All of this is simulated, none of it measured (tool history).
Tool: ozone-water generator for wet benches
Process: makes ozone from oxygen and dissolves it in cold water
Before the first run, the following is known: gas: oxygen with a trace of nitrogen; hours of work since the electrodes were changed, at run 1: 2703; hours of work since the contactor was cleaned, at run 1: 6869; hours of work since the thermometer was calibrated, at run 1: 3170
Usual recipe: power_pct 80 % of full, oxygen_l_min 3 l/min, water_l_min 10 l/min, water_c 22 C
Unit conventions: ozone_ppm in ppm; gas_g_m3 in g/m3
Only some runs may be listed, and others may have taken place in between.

| run | hour | power_pct | oxygen_l_min | water_l_min | water_c | hours of work since the electrodes were changed | hours of work since the contactor was cleaned | hours of work since the thermometer was calibrated | ozone_ppm | gas_g_m3 |
|---|---|---|---|---|---|---|---|---|---|---|
| 1 | 0 | 80 | 3 | 10 | 22 | 2703 | 6869 | 3170 | 21.1 | 195 |
| 2 | 199.9 | 80 | 3 | 11 | 22 | 2861 | 7028 | 3329 | 19.4 | 193.1 |
| 3 | 326 | 80 | 3 | 11 | 22 | 2962 | 7128 | 3429 | 19.6 | 194.6 |
| 4 | 427.1 | 80 | 3 | 10 | 22 | 3042 | 7209 | 3509 | 20.9 | 191.9 |
| 5 | 570.7 | 80 | 3 | 10 | 25 | 3156 | 7323 | 3624 | 19.5 | 193 |
| 6 | 657.3 | 80 | 3 | 10 | 25 | 3225 | 7391 | 3692 | 19.6 | 192.9 |
| 7 | 754.3 | 84 | 3 | 10 | 22 | 3302 | 7469 | 3769 | 21.5 | 199.6 |
| 8 | 952.7 | 84 | 3 | 10 | 22 | 3459 | 7626 | 3927 | 21.3 | 199.2 |
|  | 1002.8 | contactor cleaned |
| 9 | 1100 | 84 | 3 | 10 | 22 | 3573 | 77 | 4041 | 21.9 | 198.7 |
| 10 | 1301.8 | 84 | 3 | 10 | 22 | 3733 | 237 | 4201 | 21.7 | 197.3 |
| 11 | 1430.6 | 84 | 3 | 10 | 22 | 3836 | 340 | 4303 | 21.8 | 196.8 |
| 12 | 1631.5 | 84 | 3 | 10 | 22 | 3995 | 499 | 4463 | 21.6 | 196.2 |
| 13 | 1837.4 | 84 | 3 | 10 | 22 | 4159 | 663 | 4626 | 21.6 | 195.7 |
| 14 | 2015.3 | 84 | 3 | 10 | 22 | 4300 | 804 | 4768 | 21.4 | 193.9 |
| 15 | 2161.7 | 84 | 3 | 10 | 22 | 4416 | 920 | 4884 | 21.2 | 192 |
| 16 | 2354.3 | 84 | 3 | 10 | 22 | 4569 | 1073 | 5037 | 21.3 | 194.1 |
| 17 | 2459.5 | 80 | 3 | 10 | 22 | 4653 | 1157 | 5121 | 20.7 | 182.8 |
| 18 | 2619.8 | 80 | 3 | 10 | 22 | 4780 | 1284 | 5248 | 20.2 | 182 |
| 19 | 2731.7 | 53 | 2.7 | 9 | 18 | 4869 | 1373 | 5337 | 16.4 | 137.7 |

The next listed run, before its measurement:
| 20 | 2913 | 41 | 2.7 | 9 | 25 | 5013 | 1517 | 5481 | ? | ? |

ozone_ppm: 12.1 ppm
gas_g_m3: 112 g/m3
The same run, on a tool lacking any hidden state, would have yielded ozone_ppm 13.2 ppm, gas_g_m3 120.6 g/m3.

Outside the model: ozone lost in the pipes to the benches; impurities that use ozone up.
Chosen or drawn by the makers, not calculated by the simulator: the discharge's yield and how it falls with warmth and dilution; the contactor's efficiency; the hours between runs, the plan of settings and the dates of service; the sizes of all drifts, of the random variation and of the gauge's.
